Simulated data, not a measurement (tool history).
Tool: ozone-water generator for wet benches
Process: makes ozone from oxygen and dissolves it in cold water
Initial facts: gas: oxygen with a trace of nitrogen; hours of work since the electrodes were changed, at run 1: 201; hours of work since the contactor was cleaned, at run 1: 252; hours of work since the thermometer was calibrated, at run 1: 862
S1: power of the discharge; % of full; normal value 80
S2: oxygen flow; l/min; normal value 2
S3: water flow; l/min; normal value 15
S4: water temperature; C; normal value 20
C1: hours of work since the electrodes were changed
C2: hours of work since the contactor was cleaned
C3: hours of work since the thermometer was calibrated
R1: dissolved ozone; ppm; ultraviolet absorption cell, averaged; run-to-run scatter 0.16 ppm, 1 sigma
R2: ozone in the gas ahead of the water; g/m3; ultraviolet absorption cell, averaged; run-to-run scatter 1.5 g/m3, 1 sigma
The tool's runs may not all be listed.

run	hour	S1	S2	S3	S4	C1	C2	C3	R1	R2
1	0	80	2	15	20	201	252	862	20.3	284.7
2	34	80	2	15	20	223	274	884	20.1	286.7
3	82.9	80	2	15	20	255	305	915	20.4	286.5
4	113.1	80	2	15	20	274	325	934	20.3	284.2
5	156.1	80	2	14	20	302	352	962	21.4	284.8
6	192.2	80	2	14	19	325	376	985	21.7	286.4
7	221.3	49	2	14	19	344	394	1004	15	197.5
8	277.2	80	2	15	16	379	430	1040	20.6	283.8
9	327.1	80	2	15	20	411	462	1072	20.2	282.1
10	353.7	80	2	15	20	429	479	1089	20.2	286.8
11	402.1	80	2	15	20	460	510	1120	20.2	283.3
12	461.1	80	2	15	13	497	548	1158	21.6	283.3
13	504.8	80	2	11	20	526	576	1186	26.2	284.2
14	563.1	80	2	21	17	563	614	1223	15.2	282
15	621.2	65	1.07	15	20	600	651	1261	13.3	296.5
16	648.6	95	2	9	13	618	669	1278	37.5	323
17	676.6	95	2	9	13	636	687	1296	37.2	323.3
18	705.2	95	1.6	12	24	654	705	1315	24.2	344.7
19	754.5	85	2	15	13	686	737	1346	22.5	293.1
20	809	80	1.27	18	20	721	772	1381	14	325.6
21	851.1	80	1.27	18	20	748	799	1408	14.3	324.2
22	876.8	80	1.27	18	20	764	815	1425	14	328.2

Forecast each of these 3 alternatives for the next run:
A	930.3	80	1.27	11	20	799	850	1459	?	?
B	930.3	80	3.42	23	20	799	850	1459	?	?
C	930.3	80	3.16	18	20	799	850	1459	?	?

run	R1	R2
A	22.3	328.5
B	16.8	235.7
C	19.9	241.7
With the hidden condition removed and each run's random variation left untouched, the same runs would have given:
run	R1	R2
A	22.7	332.1
B	17.2	238.2
C	20.4	244.3
